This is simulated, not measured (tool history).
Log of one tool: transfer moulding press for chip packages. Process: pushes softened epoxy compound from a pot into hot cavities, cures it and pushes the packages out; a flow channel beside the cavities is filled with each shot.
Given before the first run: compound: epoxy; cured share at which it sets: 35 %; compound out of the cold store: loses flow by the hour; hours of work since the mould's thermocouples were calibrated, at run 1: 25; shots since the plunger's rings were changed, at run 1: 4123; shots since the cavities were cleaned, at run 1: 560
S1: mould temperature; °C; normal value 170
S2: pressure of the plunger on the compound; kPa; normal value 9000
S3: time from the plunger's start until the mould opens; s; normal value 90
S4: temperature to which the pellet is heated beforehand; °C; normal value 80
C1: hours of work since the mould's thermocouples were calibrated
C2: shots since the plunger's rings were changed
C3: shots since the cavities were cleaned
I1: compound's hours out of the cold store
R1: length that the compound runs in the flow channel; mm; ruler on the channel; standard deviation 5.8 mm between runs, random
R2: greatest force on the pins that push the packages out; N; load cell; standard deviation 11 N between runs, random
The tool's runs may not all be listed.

Run 1, hour 0.0: usual settings; C1 25; C2 4123; C3 560; I1 27.1. Result: R1 541 mm, R2 751 N.
At hour 15.1: cavities cleaned with cleaning compound and waxed.
Run 2, hour 19.3: usual settings; C1 36; C2 4311; C3 43; I1 43.7. Result: R1 508 mm, R2 534 N.
Run 3, hour 32.9: usual settings; C1 44; C2 4456; C3 188; I1 26.9. Result: R1 533 mm, R2 613 N.
Run 4, hour 50.9: usual settings; C1 55; C2 4647; C3 379; I1 29.4. Result: R1 536 mm, R2 673 N.
Run 5, hour 61.7: usual settings; C1 61; C2 4761; C3 493; I1 34.2. Result: R1 533 mm, R2 687 N.
Run 6, hour 75.2: usual settings but S4 85 °C; C1 69; C2 4905; C3 637; I1 41.2. Result: R1 496 mm, R2 713 N.
At hour 81.9: cavities cleaned with cleaning compound and waxed.
Run 7, hour 88.8: usual settings but S1 171 °C, S2 9160 kPa, S3 120 s, S4 77 °C; C1 76; C2 5033; C3 73; I1 22.0. Result: R1 556 mm, R2 438 N.
At hour 98.3: plunger's sealing rings changed.
Run 8, hour 107.5: usual settings but S1 166 °C, S3 110 s, S4 88 °C; C1 86; C2 97; C3 245; I1 8.3. Result: R1 636 mm, R2 577 N.
Run 9, hour 120.8: usual settings but S1 177 °C, S3 119 s; C1 94; C2 238; C3 386; I1 8.8. Result: R1 627 mm, R2 529 N.
Run 10, hour 133.8: usual settings but S1 177 °C, S2 8000 kPa, S3 119 s, S4 74 °C; C1 101; C2 376; C3 524; I1 45.9. Result: R1 498 mm, R2 575 N.

Run 11 has not been measured yet. What should we expect?
Run 11, hour 145.5: usual settings but S1 177 °C, S2 8000 kPa, S3 119 s, S4 74 °C; C1 108; C2 500; C3 648; I1 18.0. Result: R1 ?, R2 ?.

Logged for run 11: R1 563 mm, R2 585 N.
Were there no unlogged condition in the tool, this run, its random variation unchanged, would have produced R1 568 mm, R2 404 N.
